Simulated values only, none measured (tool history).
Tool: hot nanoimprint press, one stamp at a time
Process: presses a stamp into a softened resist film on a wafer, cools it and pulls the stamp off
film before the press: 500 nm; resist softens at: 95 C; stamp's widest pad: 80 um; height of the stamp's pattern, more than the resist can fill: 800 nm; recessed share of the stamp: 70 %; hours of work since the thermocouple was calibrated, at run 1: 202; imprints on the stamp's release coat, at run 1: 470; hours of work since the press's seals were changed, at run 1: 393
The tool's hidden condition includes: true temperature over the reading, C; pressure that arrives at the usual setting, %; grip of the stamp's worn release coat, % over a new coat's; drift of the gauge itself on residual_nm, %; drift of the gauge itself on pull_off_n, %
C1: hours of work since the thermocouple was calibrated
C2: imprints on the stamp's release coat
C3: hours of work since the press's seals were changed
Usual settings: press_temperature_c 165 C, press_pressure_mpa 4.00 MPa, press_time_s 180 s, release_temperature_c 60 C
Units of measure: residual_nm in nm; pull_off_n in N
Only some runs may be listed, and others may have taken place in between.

run 1 hour=0.0 | press_temperature_c=165 press_pressure_mpa=4.00 press_time_s=180 release_temperature_c=60 | C1=202 C2=470 C3=393 | residual_nm=248.3 pull_off_n=137
run 2 hour=17.9 | press_temperature_c=165 press_pressure_mpa=4.00 press_time_s=180 release_temperature_c=60 | C1=213 C2=539 C3=405 | residual_nm=247.3 pull_off_n=141
run 3 hour=28.7 | press_temperature_c=165 press_pressure_mpa=4.00 press_time_s=180 release_temperature_c=60 | C1=220 C2=581 C3=412 | residual_nm=250.5 pull_off_n=140
run 4 hour=38.7 | press_temperature_c=165 press_pressure_mpa=4.00 press_time_s=218 release_temperature_c=60 | C1=227 C2=619 C3=418 | residual_nm=231.2 pull_off_n=140
run 5 hour=52.3 | press_temperature_c=165 press_pressure_mpa=4.00 press_time_s=180 release_temperature_c=60 | C1=236 C2=671 C3=427 | residual_nm=251.7 pull_off_n=141
run 6 hour=62.7 | press_temperature_c=165 press_pressure_mpa=4.00 press_time_s=229 release_temperature_c=60 | C1=243 C2=711 C3=434 | residual_nm=228.4 pull_off_n=141
run 7 hour=73.1 | press_temperature_c=165 press_pressure_mpa=3.73 press_time_s=180 release_temperature_c=60 | C1=249 C2=751 C3=441 | residual_nm=256.7 pull_off_n=141
run 8 hour=90.2 | press_temperature_c=165 press_pressure_mpa=3.73 press_time_s=180 release_temperature_c=60 | C1=260 C2=817 C3=452 | residual_nm=258.2 pull_off_n=141
run 9 hour=99.6 | press_temperature_c=165 press_pressure_mpa=4.00 press_time_s=180 release_temperature_c=60 | C1=267 C2=853 C3=458 | residual_nm=252.2 pull_off_n=144
run 10 hour=108.6 | press_temperature_c=165 press_pressure_mpa=4.00 press_time_s=180 release_temperature_c=60 | C1=272 C2=888 C3=464 | residual_nm=251.4 pull_off_n=143
run 11 hour=119.2 | press_temperature_c=169 press_pressure_mpa=4.00 press_time_s=180 release_temperature_c=60 | C1=279 C2=929 C3=471 | residual_nm=203.0 pull_off_n=143
run 12 hour=136.8 | press_temperature_c=169 press_pressure_mpa=4.00 press_time_s=180 release_temperature_c=60 | C1=291 C2=996 C3=482 | residual_nm=202.2 pull_off_n=145
-- hour=141.2 plate thermocouple calibrated
run 13 hour=155.9 | press_temperature_c=165 press_pressure_mpa=4.00 press_time_s=180 release_temperature_c=60 | C1=10 C2=1059 C3=493 | residual_nm=238.4 pull_off_n=142
run 14 hour=165.2 | press_temperature_c=165 press_pressure_mpa=4.00 press_time_s=180 release_temperature_c=60 | C1=16 C2=1094 C3=499 | residual_nm=239.1 pull_off_n=143
run 15 hour=179.6 | press_temperature_c=165 press_pressure_mpa=4.00 press_time_s=180 release_temperature_c=60 | C1=25 C2=1150 C3=508 | residual_nm=237.6 pull_off_n=145
run 16 hour=186.9 | press_temperature_c=165 press_pressure_mpa=4.00 press_time_s=180 release_temperature_c=60 | C1=30 C2=1178 C3=513 | residual_nm=239.8 pull_off_n=142
run 17 hour=204.7 | press_temperature_c=165 press_pressure_mpa=5.44 press_time_s=180 release_temperature_c=58 | C1=41 C2=1246 C3=525 | residual_nm=213.2 pull_off_n=153
run 18 hour=217.6 | press_temperature_c=157 press_pressure_mpa=4.00 press_time_s=180 release_temperature_c=60 | C1=50 C2=1296 C3=533 | residual_nm=358.0 pull_off_n=145
run 19 hour=233.3 | press_temperature_c=157 press_pressure_mpa=4.00 press_time_s=180 release_temperature_c=46 | C1=60 C2=1356 C3=543 | residual_nm=353.9 pull_off_n=199
run 20 hour=244.9 | press_temperature_c=157 press_pressure_mpa=4.00 press_time_s=180 release_temperature_c=46 | C1=68 C2=1401 C3=551 | residual_nm=359.0 pull_off_n=200
run 21 hour=258.6 | press_temperature_c=157 press_pressure_mpa=4.00 press_time_s=180 release_temperature_c=46 | C1=76 C2=1454 C3=560 | residual_nm=355.7 pull_off_n=203
-- hour=266.3 stamp cleaned and given a new release coat
run 22 hour=274.7 | press_temperature_c=159 press_pressure_mpa=5.59 press_time_s=199 release_temperature_c=53 | C1=83 C2=32 C3=566 | residual_nm=288.5 pull_off_n=157
run 23 hour=289.6 | press_temperature_c=172 press_pressure_mpa=3.09 press_time_s=180 release_temperature_c=60 | C1=93 C2=90 C3=576 | residual_nm=182.8 pull_off_n=133
run 24 hour=299.5 | press_temperature_c=157 press_pressure_mpa=4.00 press_time_s=110 release_temperature_c=60 | C1=99 C2=128 C3=582 | residual_nm=398.7 pull_off_n=133
run 25 hour=314.7 | press_temperature_c=157 press_pressure_mpa=4.00 press_time_s=110 release_temperature_c=60 | C1=109 C2=186 C3=592 | residual_nm=398.7 pull_off_n=133
run 26 hour=329.9 | press_temperature_c=165 press_pressure_mpa=6.15 press_time_s=180 release_temperature_c=60 | C1=119 C2=245 C3=602 | residual_nm=206.9 pull_off_n=135
run 27 hour=340.9 | press_temperature_c=155 press_pressure_mpa=2.97 press_time_s=284 release_temperature_c=55 | C1=126 C2=287 C3=609 | residual_nm=378.6 pull_off_n=152
run 28 hour=355.0 | press_temperature_c=172 press_pressure_mpa=2.88 press_time_s=180 release_temperature_c=56 | C1=135 C2=341 C3=618 | residual_nm=190.3 pull_off_n=150
run 29 hour=365.1 | press_temperature_c=165 press_pressure_mpa=2.99 press_time_s=180 release_temperature_c=61 | C1=142 C2=380 C3=625 | residual_nm=273.6 pull_off_n=134
run 30 hour=373.2 | press_temperature_c=176 press_pressure_mpa=4.00 press_time_s=180 release_temperature_c=50 | C1=147 C2=412 C3=630 | residual_nm=131.3 pull_off_n=174
run 31 hour=384.5 | press_temperature_c=176 press_pressure_mpa=4.00 press_time_s=180 release_temperature_c=50 | C1=154 C2=455 C3=638 | residual_nm=130.8 pull_off_n=176

Forecast each of these 3 alternatives for the next run:
run A hour=394.5 | press_temperature_c=176 press_pressure_mpa=2.84 press_time_s=146 release_temperature_c=60 | C1=161 C2=494 C3=644 | residual_nm=? pull_off_n=?
run B hour=394.5 | press_temperature_c=165 press_pressure_mpa=4.23 press_time_s=250 release_temperature_c=60 | C1=161 C2=494 C3=644 | residual_nm=? pull_off_n=?
run C hour=394.5 | press_temperature_c=173 press_pressure_mpa=4.00 press_time_s=180 release_temperature_c=49 | C1=161 C2=494 C3=644 | residual_nm=? pull_off_n=?

run=A residual_nm=166.9 pull_off_n=137
run=B residual_nm=210.6 pull_off_n=136
run=C residual_nm=155.0 pull_off_n=181
Had the tool no hidden state, the same runs would have come out as:
run=A residual_nm=159.5 pull_off_n=130
run=B residual_nm=199.9 pull_off_n=128
run=C residual_nm=147.2 pull_off_n=172
